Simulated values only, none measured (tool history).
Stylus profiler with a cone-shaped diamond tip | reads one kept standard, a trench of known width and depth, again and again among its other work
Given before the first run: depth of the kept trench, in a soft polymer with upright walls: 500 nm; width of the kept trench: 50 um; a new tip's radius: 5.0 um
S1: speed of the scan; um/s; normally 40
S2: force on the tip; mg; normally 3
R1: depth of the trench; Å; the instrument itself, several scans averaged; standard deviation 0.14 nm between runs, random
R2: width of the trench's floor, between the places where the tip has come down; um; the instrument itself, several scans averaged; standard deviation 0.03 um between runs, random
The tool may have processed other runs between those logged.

run    hour   S1    S2      R1     R2
  1       0   40     3  5011.9  43.18
  2    50.7   40     3  5012.1  43.11
       77.4  -- height scale calibrated on a step standard
  3    91.7   40     3  5049.1  43.07
  4   166.6   40     3  5046.6  42.99
  5   215.9   40     3  5046.8  42.94
  6   300.8   40  1.18  5023.4  42.83
  7   356.6   40  1.18  5020.6  42.77
  8   431.6   40  1.18  5019.5  42.66
  9   502.7   40  1.18    5017  42.71
 10   557.8   40     3  5036.7  42.61
      583.5  -- new tip fitted, height scale calibrated
 11   608.8   40     3  5048.4  45.47
 12   649.4   40     3    5050   45.4
 13   734.5   16     3  5048.4  45.35
 14   817.8   16  8.64  5094.7  45.25
 15   891.1   40  3.02  5042.3  45.04
 16   944.5   40     3    5044  45.03
 17   999.6   40     3  5042.7  44.93
 18  1049.8   40     3  5040.1  44.83
 19    1120   40     3  5039.4  44.74
 20    1202   40     3  5040.1  44.65
 21  1290.3   40     3  5038.5  44.59
 22  1357.3   40     3  5035.8  44.48
 23  1438.7   40  6.58  5066.3  44.46
 24  1505.1   40  6.58  5066.7  44.34
 25  1569.7   86  4.71  5047.1   44.2
 26  1644.7   27  5.33  5052.2  44.21
 27  1686.6   44     3  5029.4  44.13
 28  1732.9   91  7.96  5071.4  43.95
 29  1794.6  148  2.61  5023.3  43.72
 30  1836.9  148  1.63  5010.6  43.62
 31  1895.6   15  3.68  5033.2  43.86
 32  1937.7   68  4.91  5045.8  43.76
 33  1997.2   68  4.91  5040.4  43.68
 34  2060.1   68  4.91  5041.9  43.68
 35  2144.3   65  3.56  5027.4  43.54
 36  2212.4   65  3.56    5030  43.45
 37  2282.3   11  3.51  5026.5   43.5
 38  2341.4   11  3.51  5022.5  43.41
 39  2403.7   45  6.22  5048.5  43.27
 40  2486.4   15  6.58  5050.1  43.29
 41  2549.4   18     3  5016.5  43.16
 42  2599.3   40   2.9  5015.2  43.03
 43  2635.2   77  7.21  5050.8  42.99
 44    2682   42   3.2  5014.3  43.01
 45  2755.2   42   3.2  5013.9  42.96

For each run, the measured value with the value that run would have given without the tool's hidden condition subtracted. The run-to-run variation is shared by both, the gauge scatter possibly not:
Hidden state present: radius of the tip, um; height scale over the true one, %; drift of the gauge itself on depth_nm, %; drift of the gauge itself on floor_um, %.
run     R1     R2
  1  -34.6  -2.38
  2  -35.5  -2.43
  3   -0.6  -2.48
  4   -1.8  -2.56
  5   -2.6   -2.6
  6   -4.1  -2.68
  7   -5.2  -2.73
  8   -6.5  -2.81
  9   -7.8  -2.87
 10   -8.8  -2.91
 11   +1.2  -0.11
 12   +0.5  -0.17
 13     -1  -0.29
 14   -2.6   -0.4
 15     -4   -0.5
 16   -4.9  -0.57
 17     -6  -0.63
 18   -6.9  -0.71
 19   -8.1  -0.79
 20   -9.5   -0.9
 21  -11.1  -1.01
 22  -12.2  -1.08
 23  -13.9  -1.19
 24    -15  -1.26
 25    -16  -1.34
 26  -17.4  -1.43
 27    -18  -1.49
 28    -19  -1.54
 29  -19.9  -1.61
 30  -20.5  -1.67
 31  -21.8  -1.72
 32  -22.5  -1.77
 33  -23.5  -1.83
 34  -24.6   -1.9
 35  -26.2  -1.99
 36  -27.2  -2.06
 37  -28.3  -2.14
 38  -29.4  -2.19
 39  -30.7  -2.26
 40  -32.2  -2.35
 41    -33  -2.42
 42  -33.8  -2.46
 43  -34.7   -2.5
 44  -35.3  -2.54
 45  -36.6  -2.62

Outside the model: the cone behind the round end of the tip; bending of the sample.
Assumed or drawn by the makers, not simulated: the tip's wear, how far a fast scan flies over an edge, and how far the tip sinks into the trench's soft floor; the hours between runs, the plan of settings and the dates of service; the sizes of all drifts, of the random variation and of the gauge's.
